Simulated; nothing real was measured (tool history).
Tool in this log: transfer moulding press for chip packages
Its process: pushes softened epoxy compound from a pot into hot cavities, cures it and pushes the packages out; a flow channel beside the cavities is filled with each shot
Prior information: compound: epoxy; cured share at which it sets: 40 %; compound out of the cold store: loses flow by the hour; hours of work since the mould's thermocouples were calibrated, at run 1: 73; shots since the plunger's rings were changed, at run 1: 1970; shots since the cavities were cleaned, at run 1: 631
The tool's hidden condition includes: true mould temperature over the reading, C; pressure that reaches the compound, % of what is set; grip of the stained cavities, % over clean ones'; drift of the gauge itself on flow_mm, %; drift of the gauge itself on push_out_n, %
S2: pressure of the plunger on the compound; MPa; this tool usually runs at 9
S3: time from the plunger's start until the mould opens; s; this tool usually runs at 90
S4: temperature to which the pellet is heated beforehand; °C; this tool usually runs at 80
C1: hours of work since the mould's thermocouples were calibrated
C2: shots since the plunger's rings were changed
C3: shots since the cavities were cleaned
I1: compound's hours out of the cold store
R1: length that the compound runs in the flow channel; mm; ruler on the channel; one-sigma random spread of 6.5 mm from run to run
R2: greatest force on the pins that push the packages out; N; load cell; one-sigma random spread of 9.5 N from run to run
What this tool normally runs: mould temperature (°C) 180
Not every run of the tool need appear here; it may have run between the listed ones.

Run 1, day 0: usual settings; C1 73; C2 1970; C3 631; I1 8.7. Result: R1 794 mm, R2 648 N.
At day 0.479: cavities cleaned with cleaning compound and waxed.
Run 2, day 2.758: usual settings; C1 115; C2 2764; C3 672; I1 31.1. Result: R1 703 mm, R2 619 N.
At day 3.167: cavities cleaned with cleaning compound and waxed.
Run 3, day 4.45: usual settings; C1 140; C2 3243; C3 377; I1 16.8. Result: R1 733 mm, R2 595 N.
At day 5.792: cavities cleaned with cleaning compound and waxed.
Run 4, day 6.983: usual settings; C1 178; C2 3971; C3 351; I1 43.5. Result: R1 660 mm, R2 578 N.
At day 8.458: cavities cleaned with cleaning compound and waxed.
Run 5, day 9.358: usual settings; C1 214; C2 4652; C3 265; I1 12.8. Result: R1 747 mm, R2 580 N.
At day 11.242: cavities cleaned with cleaning compound and waxed.
Run 6, day 11.333: usual settings; C1 243; C2 5215; C3 27; I1 34.3. Result: R1 657 mm, R2 456 N.
Run 7, day 12.529: usual settings but mould temperature (°C) 182; C1 262; C2 5567; C3 379; I1 28.7. Result: R1 678 mm, R2 567 N.
At day 13.896: cavities cleaned with cleaning compound and waxed.
At day 14.229: plunger's sealing rings changed.
Run 8, day 15.275: usual settings but mould temperature (°C) 182; C1 302; C2 309; C3 376; I1 35.7. Result: R1 725 mm, R2 580 N.
At day 16.596: cavities cleaned with cleaning compound and waxed.
Run 9, day 16.596: usual settings but mould temperature (°C) 182; C1 321; C2 678; C3 0; I1 18.6. Result: R1 764 mm, R2 435 N.
Run 10, day 18.979: usual settings but mould temperature (°C) 182; C1 358; C2 1380; C3 702; I1 42.9. Result: R1 694 mm, R2 627 N.
At day 19.175: cavities cleaned with cleaning compound and waxed.
Run 11, day 21.196: usual settings but mould temperature (°C) 182, S3 125 s; C1 391; C2 2014; C3 594; I1 40.1. Result: R1 697 mm, R2 563 N.
At day 21.85: cavities cleaned with cleaning compound and waxed.
Run 12, day 22.708: usual settings but S4 81 °C; C1 414; C2 2442; C3 253; I1 14.7. Result: R1 772 mm, R2 555 N.
At day 24.446: cavities cleaned with cleaning compound and waxed.
Run 13, day 24.446: usual settings but S4 81 °C; C1 440; C2 2935; C3 0; I1 13.5. Result: R1 770 mm, R2 445 N.
At day 27.142: cavities cleaned with cleaning compound and waxed.
Run 14, day 27.329: usual settings but S2 8.71 MPa; C1 483; C2 3766; C3 56; I1 40.2. Result: R1 660 mm, R2 451 N.
Run 15, day 28.492: usual settings but S2 9.17 MPa, S3 114 s; C1 501; C2 4108; C3 398; I1 13.7. Result: R1 757 mm, R2 531 N.
At day 29.829: cavities cleaned with cleaning compound and waxed.
Run 16, day 30.954: usual settings but S2 9.17 MPa, S3 114 s; C1 539; C2 4814; C3 330; I1 26. Result: R1 717 mm, R2 532 N.
At day 32.454: cavities cleaned with cleaning compound and waxed.
Run 17, day 33.404: usual settings but mould temperature (°C) 175, S2 7.27 MPa, S3 101 s; C1 576; C2 5518; C3 280; I1 36.4. Result: R1 612 mm, R2 574 N.
At day 35.083: plunger's sealing rings changed.
At day 35.146: cavities cleaned with cleaning compound and waxed.
Run 18, day 35.762: usual settings but S2 7.29 MPa, S4 78 °C; C1 609; C2 182; C3 182; I1 36.5. Result: R1 660 mm, R2 523 N.
At day 37.733: cavities cleaned with cleaning compound and waxed.
Run 19, day 38.304: usual settings but mould temperature (°C) 177, S4 75 °C; C1 648; C2 912; C3 168; I1 24.2. Result: R1 763 mm, R2 587 N.
At day 39.742: mould's thermocouples calibrated.
At day 40.488: cavities cleaned with cleaning compound and waxed.
Run 20, day 41.196: usual settings but mould temperature (°C) 178, S3 85 s; C1 22; C2 1721; C3 209; I1 32.5. Result: R1 728 mm, R2 607 N.
At day 43.129: cavities cleaned with cleaning compound and waxed.
Run 21, day 43.879: usual settings but S2 9.21 MPa, S4 79 °C; C1 62; C2 2492; C3 221; I1 33.1. Result: R1 709 mm, R2 541 N.
At day 45.812: cavities cleaned with cleaning compound and waxed.
Run 22, day 45.896: usual settings but mould temperature (°C) 184, S4 78 °C; C1 92; C2 3068; C3 25; I1 33.1. Result: R1 696 mm, R2 407 N.
Run 23, day 47.596: usual settings but mould temperature (°C) 184, S4 78 °C; C1 119; C2 3567; C3 524; I1 20.6. Result: R1 714 mm, R2 562 N.
At day 48.417: cavities cleaned with cleaning compound and waxed.
Run 24, day 49.333: usual settings but mould temperature (°C) 182, S2 10.45 MPa, S3 103 s, S4 74 °C; C1 145; C2 4061; C3 270; I1 29.7. Result: R1 752 mm, R2 503 N.
At day 51.012: cavities cleaned with cleaning compound and waxed.
Run 25, day 51.608: usual settings but mould temperature (°C) 182, S2 10.45 MPa, S3 103 s, S4 74 °C; C1 179; C2 4713; C3 176; I1 10.6. Result: R1 795 mm, R2 493 N.
Run 26, day 53.358: usual settings but S3 85 s, S4 76 °C; C1 206; C2 5228; C3 691; I1 47.7. Result: R1 646 mm, R2 682 N.

Alternative continuations, all from the tool just after run 26; predict every row:
At day 53.638: cavities cleaned with cleaning compound and waxed.
Run A, day 54.833: usual settings but S2 10.4 MPa, S4 85 °C; C1 228; C2 5644; C3 352; I1 37. Result: R1 ?, R2 ?.
At day 53.638: cavities cleaned with cleaning compound and waxed.
Run B, day 54.833: usual settings but S2 10.46 MPa, S4 79 °C; C1 228; C2 5644; C3 352; I1 9.1. Result: R1 ?, R2 ?.
At day 53.638: cavities cleaned with cleaning compound and waxed.
Run C, day 54.833: usual settings but S3 95 s; C1 228; C2 5644; C3 352; I1 35.8. Result: R1 ?, R2 ?.

run   R1   R2
  A  708  568
  B  799  602
  C  659  556
What these runs would have given with no unlogged condition in the tool:
run   R1   R2
  A  779  419
  B  879  443
  C  725  411
